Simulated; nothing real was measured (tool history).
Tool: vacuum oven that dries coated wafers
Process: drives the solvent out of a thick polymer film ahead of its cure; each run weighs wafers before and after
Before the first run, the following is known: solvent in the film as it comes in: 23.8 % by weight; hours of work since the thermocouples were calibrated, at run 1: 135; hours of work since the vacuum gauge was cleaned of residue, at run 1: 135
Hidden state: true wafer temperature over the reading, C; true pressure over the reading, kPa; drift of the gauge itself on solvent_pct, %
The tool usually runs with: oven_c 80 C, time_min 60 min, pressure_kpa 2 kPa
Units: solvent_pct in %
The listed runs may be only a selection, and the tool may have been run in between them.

| run | hour | oven_c | time_min | pressure_kpa | hours of work since the thermocouples were calibrated | hours of work since the vacuum gauge was cleaned of residue | solvent_pct |
|---|---|---|---|---|---|---|---|
| 1 | 0 | 80 | 60 | 2 | 135 | 135 | 4 |
| 2 | 8.2 | 80 | 60 | 2 | 139 | 139 | 4.03 |
| 3 | 20.5 | 80 | 60 | 2 | 144 | 144 | 3.96 |
| 4 | 30.6 | 80 | 39 | 2 | 149 | 149 | 6.17 |
| 5 | 42.8 | 80 | 106 | 2 | 155 | 155 | 2.39 |
| 6 | 51.8 | 80 | 60 | 7.9 | 159 | 159 | 9.37 |
| 7 | 64.1 | 80 | 60 | 2 | 165 | 165 | 3.98 |
| 8 | 71.1 | 80 | 60 | 2 | 168 | 168 | 4.02 |
| 9 | 79.9 | 80 | 60 | 2 | 172 | 172 | 3.94 |
|  | 81.9 | vacuum gauge cleaned of residue and calibrated |
| 10 | 87.5 | 80 | 60 | 2 | 175 | 3 | 3.83 |
| 11 | 94 | 78 | 60 | 2 | 178 | 6 | 4.84 |
| 12 | 105.7 | 90 | 60 | 2 | 183 | 11 | 1.65 |
| 13 | 118 | 90 | 60 | 2 | 189 | 17 | 1.67 |
| 14 | 124 | 80 | 60 | 1 | 192 | 20 | 3.11 |
| 15 | 135.7 | 80 | 60 | 1 | 197 | 25 | 3.03 |
| 16 | 142.1 | 94 | 40 | 3.31 | 200 | 28 | 2.34 |
| 17 | 149.6 | 94 | 40 | 3.31 | 204 | 31 | 2.45 |
|  | 152.6 | vacuum gauge cleaned of residue and calibrated, once more |
| 18 | 162.1 | 91 | 60 | 7.88 | 209 | 4 | 5.37 |
| 19 | 171.8 | 80 | 76 | 2 | 213 | 9 | 2.95 |
| 20 | 180.9 | 80 | 56 | 2 | 218 | 13 | 4.23 |
| 21 | 187.7 | 80 | 56 | 2 | 221 | 16 | 4.05 |
| 22 | 199.6 | 80 | 33 | 4.6 | 226 | 22 | 9.22 |
| 23 | 208.7 | 80 | 33 | 4.6 | 231 | 26 | 9.07 |
| 24 | 214.4 | 84 | 41 | 4.83 | 233 | 29 | 6.23 |

What does the tool deliver on the next run?
| 25 | 223.2 | 94 | 70 | 4.63 | 237 | 33 | ? |

solvent_pct: 2.68 %
Without the tool's hidden state the same run would have given solvent_pct 2.69 %.

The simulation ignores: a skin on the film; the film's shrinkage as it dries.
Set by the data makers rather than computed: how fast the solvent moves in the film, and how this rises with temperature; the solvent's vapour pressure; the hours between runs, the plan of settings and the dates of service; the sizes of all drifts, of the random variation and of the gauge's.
